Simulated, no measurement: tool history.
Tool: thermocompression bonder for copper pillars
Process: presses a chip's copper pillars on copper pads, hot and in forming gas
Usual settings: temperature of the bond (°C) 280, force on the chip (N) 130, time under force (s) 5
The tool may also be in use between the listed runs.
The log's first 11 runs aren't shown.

| run | day | temperature of the bond (°C) | force on the chip (N) | time under force (s) | hours of work since the heater was calibrated | hours of work since the force cell was calibrated | hours of work since the gas filter was changed | force that shears a chip off (N) |
|---|---|---|---|---|---|---|---|---|
| 12 | 9.338 | 280 | 130 | 5 | 39 | 432 | 226 | 36.4 |
| 13 | 10.508 | 280 | 130 | 5 | 61 | 454 | 248 | 35.6 |
|  | 10.996 | heater calibrated with a thermocouple chip, once more |
|  | 11.679 | forming gas filter changed |
| 14 | 11.871 | 280 | 130 | 5 | 16 | 477 | 4 | 37.5 |
| 15 | 13.125 | 280 | 130 | 5 | 40 | 501 | 27 | 37.2 |
| 16 | 13.712 | 280 | 130 | 5 | 51 | 512 | 38 | 37.2 |
| 17 | 14.812 | 280 | 130 | 5 | 71 | 532 | 59 | 36.9 |
| 18 | 15.796 | 280 | 130 | 5 | 90 | 551 | 77 | 37.1 |
| 19 | 16.904 | 299 | 130 | 5 | 111 | 572 | 98 | 43.9 |
| 20 | 17.529 | 280 | 86 | 9 | 122 | 583 | 110 | 34.6 |

The next listed run, before its measurement:
| 21 | 18.221 | 267 | 130 | 6 | 135 | 596 | 123 | ? |

force that shears a chip off (N): 33.4
Without the tool's hidden state the same run would have given force that shears a chip off (N) 34.2.
